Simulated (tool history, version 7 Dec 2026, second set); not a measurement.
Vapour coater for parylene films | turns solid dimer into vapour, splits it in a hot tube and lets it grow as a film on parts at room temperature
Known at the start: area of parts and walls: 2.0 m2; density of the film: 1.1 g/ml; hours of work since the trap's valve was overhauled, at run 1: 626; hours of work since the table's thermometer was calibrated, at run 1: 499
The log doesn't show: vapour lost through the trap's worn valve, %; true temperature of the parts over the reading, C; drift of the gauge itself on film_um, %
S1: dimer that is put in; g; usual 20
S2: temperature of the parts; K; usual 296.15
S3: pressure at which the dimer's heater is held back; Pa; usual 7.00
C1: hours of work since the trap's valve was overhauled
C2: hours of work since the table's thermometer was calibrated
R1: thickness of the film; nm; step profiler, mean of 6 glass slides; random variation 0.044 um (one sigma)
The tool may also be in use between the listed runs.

run	hour	S1	S2	S3	C1	C2	R1
1	0.0	20	296.15	7.00	626	499	4150
2	33.3	34	296.15	7.00	645	518	7020
3	66.6	20	296.15	2.34	664	537	4430
# hour 73.9: trap's valve overhauled
4	105.3	20	296.15	2.34	18	557	5140
5	135.3	20	296.15	2.34	35	574	5150
6	176.6	20	296.15	2.34	58	597	5120
7	195.7	20	296.15	2.34	69	608	5060
8	220.0	24	296.15	7.00	83	622	5650
9	262.9	20	296.15	7.00	108	647	4700
10	282.1	20	296.15	7.00	119	658	4750
11	315.2	20	296.15	7.00	137	676	4650
12	347.0	20	296.15	7.00	155	695	4690
13	377.9	20	298.15	7.00	173	712	4320
14	398.9	20	298.15	7.00	185	724	4260
15	420.4	20	298.15	7.00	197	736	4230
16	447.3	20	298.15	7.00	213	752	4190
17	491.3	20	298.15	7.00	238	777	4180
18	515.1	20	298.15	7.00	251	790	4170
19	533.2	27	298.15	7.00	261	801	5650
20	552.4	27	298.15	7.00	272	811	5640
21	593.4	27	298.15	7.00	296	835	5620
22	621.5	13	298.15	2.32	312	851	2870
23	648.9	13	298.15	2.32	327	866	2900
24	691.0	13	298.15	2.32	351	890	2870
25	711.2	13	298.15	2.32	363	902	2870
26	750.4	13	298.15	2.32	385	924	2830
27	777.7	13	298.15	2.32	401	940	2780
28	807.7	16	307.15	5.38	418	957	2270
29	849.7	17	290.15	4.94	442	981	4880
30	891.6	35	296.15	2.09	465	1004	8150
31	931.0	35	296.15	2.09	488	1027	8200
32	952.0	17	294.15	4.18	500	1039	4080
33	973.6	19	295.15	6.03	512	1051	4290
34	1009.1	21	296.15	7.00	532	1071	4500

How the hidden state differs across the entries between the runs, from the last listed run before each to the first after it:
Between runs 3 and 4: trap's valve overhauled (hour 73.9)
  vapour lost through the trap's worn valve, %: 14.7 -> 0.7; true temperature of the parts over the reading, C: 0.07 -> 0.08
  measured less the result without the state, R1: -780 -> -60 nm

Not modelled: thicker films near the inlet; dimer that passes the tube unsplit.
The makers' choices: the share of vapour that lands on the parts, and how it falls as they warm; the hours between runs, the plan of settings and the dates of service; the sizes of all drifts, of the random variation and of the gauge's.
